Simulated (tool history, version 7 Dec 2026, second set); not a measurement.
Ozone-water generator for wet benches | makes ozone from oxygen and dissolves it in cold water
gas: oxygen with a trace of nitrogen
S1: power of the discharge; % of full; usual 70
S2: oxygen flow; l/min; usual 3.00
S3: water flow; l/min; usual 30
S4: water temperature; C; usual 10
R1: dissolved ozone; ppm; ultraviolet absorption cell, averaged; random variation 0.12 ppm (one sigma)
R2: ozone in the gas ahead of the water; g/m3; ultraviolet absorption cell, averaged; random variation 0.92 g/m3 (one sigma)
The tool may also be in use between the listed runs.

run    hour  S1    S2  S3  S4    R1     R2
  1     0.0  70  3.00  30  10  10.4  156.5
  2    51.2  70  3.00  30  10  10.4  156.4
  3   111.7  70  3.00  30  10  10.5  155.7
  4   159.2  70  3.00  30  10  10.2  156.2
  5   233.5  70  3.00  30  10  10.5  157.3
  6   310.9  70  1.80  30  10   8.1  186.2
  7   381.4  70  1.80  30  10   7.9  187.0
  8   444.8  70  1.80  30  10   8.2  186.4
  9   516.4  70  1.80  30  10   8.1  189.6
 10   582.8  70  3.00  22  10  13.9  159.9
 11   660.7  70  3.00  22  10  13.8  158.5
 12   709.5  70  3.00  22  13  13.4  156.1
 13   789.8  70  4.98  21  13  16.5  131.5
 14   840.3  70  3.00  42   6   7.6  157.2
 15   887.2  63  3.00  42   7   7.0  146.4
 16   966.9  63  3.00  42   7   7.1  147.3
 17  1012.4  40  4.99  21  17  10.9   92.4
 18  1092.0  40  4.99  21   8  12.3   92.2
 19  1127.0  40  4.99  19   8  13.1   92.9
 20  1201.4  40  4.99  19   8  13.0   93.5
 21  1236.8  40  4.99  19   8  13.0   93.4
 22  1278.9  70  3.00  30   9  10.2  159.3

Forecast each of these 4 alternatives for the next run:
  A  1346.8  65  3.00  30   9   ?   ?
  B  1346.8  63  3.00  27  10   ?   ?
  C  1346.8  96  2.41  20   9   ?   ?
  D  1346.8  42  3.00  30   6   ?   ?

run    R1     R2
  A  10.1  152.6
  B  10.5  148.8
  C  16.8  210.4
  D   7.6  113.7
Without the tool's hidden state the same runs would have given:
run    R1     R2
  A  10.1  149.2
  B  10.5  145.5
  C  16.8  205.7
  D   7.6  111.2
